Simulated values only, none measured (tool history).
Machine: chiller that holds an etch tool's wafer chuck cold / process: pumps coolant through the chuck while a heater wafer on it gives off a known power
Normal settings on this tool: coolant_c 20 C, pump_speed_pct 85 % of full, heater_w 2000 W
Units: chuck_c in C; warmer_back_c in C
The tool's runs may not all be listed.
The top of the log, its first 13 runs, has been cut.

run 14 day=36.404 | coolant_c=20 pump_speed_pct=85 heater_w=1401 | chuck_c=31.1 warmer_back_c=4.15
run 15 day=38.175 | coolant_c=20 pump_speed_pct=85 heater_w=1401 | chuck_c=30.8 warmer_back_c=4.25
run 16 day=40.908 | coolant_c=20 pump_speed_pct=85 heater_w=1401 | chuck_c=31.1 warmer_back_c=4.17
run 17 day=43.929 | coolant_c=20 pump_speed_pct=85 heater_w=1401 | chuck_c=30.9 warmer_back_c=4.16
run 18 day=46.638 | coolant_c=20 pump_speed_pct=85 heater_w=1244 | chuck_c=29.6 warmer_back_c=3.73
run 19 day=49.629 | coolant_c=15 pump_speed_pct=92 heater_w=1322 | chuck_c=24.8 warmer_back_c=3.61
run 20 day=53.129 | coolant_c=15 pump_speed_pct=92 heater_w=1322 | chuck_c=24.6 warmer_back_c=3.67
run 21 day=55.854 | coolant_c=17 pump_speed_pct=83 heater_w=2938 | chuck_c=40.8 warmer_back_c=9.18
run 22 day=58.321 | coolant_c=17 pump_speed_pct=77 heater_w=1169 | chuck_c=27.1 warmer_back_c=3.95
run 23 day=60.292 | coolant_c=20 pump_speed_pct=68 heater_w=2863 | chuck_c=47.7 warmer_back_c=10.99
run 24 day=62.062 | coolant_c=20 pump_speed_pct=66 heater_w=2000 | chuck_c=39.8 warmer_back_c=7.94
run 25 day=65.762 | coolant_c=20 pump_speed_pct=66 heater_w=2000 | chuck_c=40 warmer_back_c=7.94
run 26 day=68.112 | coolant_c=16 pump_speed_pct=69 heater_w=2000 | chuck_c=35 warmer_back_c=7.52
run 27 day=71.596 | coolant_c=12 pump_speed_pct=63 heater_w=1865 | chuck_c=31.4 warmer_back_c=7.81
run 28 day=73.562 | coolant_c=23 pump_speed_pct=80 heater_w=2820 | chuck_c=46.8 warmer_back_c=9.08
run 29 day=76.738 | coolant_c=22 pump_speed_pct=80 heater_w=2985 | chuck_c=47.2 warmer_back_c=9.64
run 30 day=80.433 | coolant_c=22 pump_speed_pct=76 heater_w=1013 | chuck_c=30.9 warmer_back_c=3.45
run 31 day=84.071 | coolant_c=27 pump_speed_pct=83 heater_w=2720 | chuck_c=49.3 warmer_back_c=8.43
run 32 day=86.675 | coolant_c=17 pump_speed_pct=69 heater_w=1576 | chuck_c=32.1 warmer_back_c=5.98
run 33 day=89.95 | coolant_c=15 pump_speed_pct=85 heater_w=2000 | chuck_c=31 warmer_back_c=6.11

Predict each of these 3 candidate next runs independently; none follows another, all start after run 33:
run A day=93.5 | coolant_c=15 pump_speed_pct=90 heater_w=1125 | chuck_c=? warmer_back_c=?
run B day=93.5 | coolant_c=20 pump_speed_pct=85 heater_w=2000 | chuck_c=? warmer_back_c=?
run C day=93.5 | coolant_c=20 pump_speed_pct=85 heater_w=2727 | chuck_c=? warmer_back_c=?

run=A chuck_c=23.6 warmer_back_c=3.22
run=B chuck_c=36.1 warmer_back_c=6.12
run=C chuck_c=42 warmer_back_c=8.23
Without the tool's unlogged condition, the same runs would have read:
run=A chuck_c=23.2 warmer_back_c=3.08
run=B chuck_c=35.3 warmer_back_c=5.86
run=C chuck_c=40.8 warmer_back_c=7.88
